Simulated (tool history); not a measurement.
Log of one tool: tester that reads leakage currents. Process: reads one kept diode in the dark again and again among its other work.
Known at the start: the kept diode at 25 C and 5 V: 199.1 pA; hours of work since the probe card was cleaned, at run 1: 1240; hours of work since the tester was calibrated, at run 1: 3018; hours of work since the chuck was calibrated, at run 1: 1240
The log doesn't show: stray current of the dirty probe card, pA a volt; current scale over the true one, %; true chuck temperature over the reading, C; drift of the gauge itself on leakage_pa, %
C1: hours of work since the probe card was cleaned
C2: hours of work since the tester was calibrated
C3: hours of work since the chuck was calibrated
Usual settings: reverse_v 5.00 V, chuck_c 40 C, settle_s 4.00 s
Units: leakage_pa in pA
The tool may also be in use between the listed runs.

{"run": 1, "hour": 0.0, "reverse_v": 5.0, "chuck_c": 40, "settle_s": 4.0, "C1": 1240, "C2": 3018, "C3": 1240, "leakage_pa": 559.97}
{"run": 2, "hour": 205.7, "reverse_v": 5.0, "chuck_c": 50, "settle_s": 4.0, "C1": 1326, "C2": 3104, "C3": 1326, "leakage_pa": 1058.79}
{"run": 3, "hour": 382.1, "reverse_v": 5.0, "chuck_c": 21, "settle_s": 4.0, "C1": 1400, "C2": 3178, "C3": 1400, "leakage_pa": 148.21}
{"run": 4, "hour": 631.5, "reverse_v": 5.0, "chuck_c": 21, "settle_s": 2.59, "C1": 1504, "C2": 3282, "C3": 1504, "leakage_pa": 148.03}
{"run": 5, "hour": 783.1, "reverse_v": 5.0, "chuck_c": 21, "settle_s": 2.59, "C1": 1568, "C2": 3346, "C3": 1568, "leakage_pa": 148.79}
{"run": 6, "hour": 920.8, "reverse_v": 5.0, "chuck_c": 21, "settle_s": 2.59, "C1": 1625, "C2": 3403, "C3": 1625, "leakage_pa": 148.23}
{"hour": 944.3, "done": "probe card cleaned and baked"}
{"run": 7, "hour": 1048.2, "reverse_v": 5.0, "chuck_c": 40, "settle_s": 4.0, "C1": 44, "C2": 3455, "C3": 1678, "leakage_pa": 561.65}
{"run": 8, "hour": 1291.4, "reverse_v": 5.0, "chuck_c": 40, "settle_s": 4.0, "C1": 145, "C2": 3557, "C3": 1779, "leakage_pa": 559.5}
{"run": 9, "hour": 1534.8, "reverse_v": 5.0, "chuck_c": 32, "settle_s": 4.0, "C1": 247, "C2": 3659, "C3": 1881, "leakage_pa": 327.26}
{"run": 10, "hour": 1783.9, "reverse_v": 5.0, "chuck_c": 32, "settle_s": 4.0, "C1": 352, "C2": 3763, "C3": 1986, "leakage_pa": 328.17}
{"run": 11, "hour": 2019.5, "reverse_v": 5.0, "chuck_c": 40, "settle_s": 4.0, "C1": 450, "C2": 3862, "C3": 2084, "leakage_pa": 558.78}
{"run": 12, "hour": 2149.5, "reverse_v": 5.0, "chuck_c": 40, "settle_s": 4.0, "C1": 505, "C2": 3917, "C3": 2139, "leakage_pa": 562.26}
{"hour": 2273.5, "done": "chuck's temperature calibrated"}
{"run": 13, "hour": 2275.9, "reverse_v": 5.0, "chuck_c": 40, "settle_s": 4.0, "C1": 557, "C2": 3969, "C3": 1, "leakage_pa": 563.19}
{"run": 14, "hour": 2420.6, "reverse_v": 5.0, "chuck_c": 40, "settle_s": 4.0, "C1": 617, "C2": 4029, "C3": 62, "leakage_pa": 561.03}
{"run": 15, "hour": 2640.5, "reverse_v": 5.0, "chuck_c": 40, "settle_s": 7.26, "C1": 710, "C2": 4121, "C3": 154, "leakage_pa": 563.9}
{"run": 16, "hour": 2830.5, "reverse_v": 5.0, "chuck_c": 40, "settle_s": 7.26, "C1": 789, "C2": 4201, "C3": 233, "leakage_pa": 560.71}
{"run": 17, "hour": 2980.9, "reverse_v": 5.0, "chuck_c": 40, "settle_s": 7.26, "C1": 852, "C2": 4264, "C3": 296, "leakage_pa": 560.29}
{"run": 18, "hour": 3126.5, "reverse_v": 5.0, "chuck_c": 40, "settle_s": 7.26, "C1": 913, "C2": 4325, "C3": 357, "leakage_pa": 558.72}
{"run": 19, "hour": 3243.0, "reverse_v": 2.07, "chuck_c": 43, "settle_s": 4.0, "C1": 962, "C2": 4374, "C3": 406, "leakage_pa": 403.26}
{"run": 20, "hour": 3383.0, "reverse_v": 10.15, "chuck_c": 43, "settle_s": 3.03, "C1": 1020, "C2": 4432, "C3": 465, "leakage_pa": 1040.14}
{"run": 21, "hour": 3493.4, "reverse_v": 5.11, "chuck_c": 34, "settle_s": 4.0, "C1": 1067, "C2": 4479, "C3": 511, "leakage_pa": 379.87}
{"run": 22, "hour": 3621.5, "reverse_v": 5.11, "chuck_c": 34, "settle_s": 4.0, "C1": 1120, "C2": 4532, "C3": 565, "leakage_pa": 381.56}
{"run": 23, "hour": 3808.9, "reverse_v": 5.11, "chuck_c": 34, "settle_s": 1.04, "C1": 1199, "C2": 4611, "C3": 643, "leakage_pa": 381.16}
{"run": 24, "hour": 4001.1, "reverse_v": 1.81, "chuck_c": 59, "settle_s": 7.32, "C1": 1279, "C2": 4691, "C3": 723, "leakage_pa": 994.95}
{"run": 25, "hour": 4225.1, "reverse_v": 1.81, "chuck_c": 59, "settle_s": 7.32, "C1": 1373, "C2": 4785, "C3": 817, "leakage_pa": 988.41}
{"run": 26, "hour": 4327.8, "reverse_v": 1.81, "chuck_c": 59, "settle_s": 7.32, "C1": 1416, "C2": 4828, "C3": 860, "leakage_pa": 989.36}
{"run": 27, "hour": 4434.3, "reverse_v": 1.81, "chuck_c": 52, "settle_s": 5.74, "C1": 1461, "C2": 4873, "C3": 905, "leakage_pa": 651.26}
{"hour": 4548.0, "done": "tester calibrated"}
{"run": 28, "hour": 4620.5, "reverse_v": 9.38, "chuck_c": 52, "settle_s": 3.92, "C1": 1538, "C2": 30, "C3": 982, "leakage_pa": 1743.58}
{"hour": 4853.4, "done": "probe card cleaned and baked"}
{"run": 29, "hour": 4855.5, "reverse_v": 9.38, "chuck_c": 52, "settle_s": 3.92, "C1": 1, "C2": 128, "C3": 1079, "leakage_pa": 1753.33}
{"run": 30, "hour": 4972.4, "reverse_v": 9.38, "chuck_c": 52, "settle_s": 3.92, "C1": 50, "C2": 177, "C3": 1128, "leakage_pa": 1745.15}
{"run": 31, "hour": 5223.1, "reverse_v": 13.77, "chuck_c": 50, "settle_s": 0.93, "C1": 155, "C2": 281, "C3": 1233, "leakage_pa": 1937.68}
{"run": 32, "hour": 5427.6, "reverse_v": 1.23, "chuck_c": 21, "settle_s": 0.67, "C1": 240, "C2": 367, "C3": 1319, "leakage_pa": 64.52}
{"run": 33, "hour": 5559.3, "reverse_v": 1.23, "chuck_c": 23, "settle_s": 1.19, "C1": 296, "C2": 422, "C3": 1374, "leakage_pa": 74.66}

Hidden state at the last listed run before each entry between runs and at the first one after, where it differs:
Between runs 6 and 7: probe card cleaned and baked (hour 944.3)
  stray current of the dirty probe card, pA a volt: 0.024 -> 0.02
Between runs 12 and 13: chuck's temperature calibrated (hour 2273.5)
  true chuck temperature over the reading, C: -0.01 -> 0
Between runs 27 and 28: tester calibrated (hour 4548.0)
  stray current of the dirty probe card, pA a volt: 0.023 -> 0.024; current scale over the true one, %: -0.01 -> 0; true chuck temperature over the reading, C: 0 -> -0.01
Between runs 28 and 29: probe card cleaned and baked (hour 4853.4)
  stray current of the dirty probe card, pA a volt: 0.024 -> 0.02
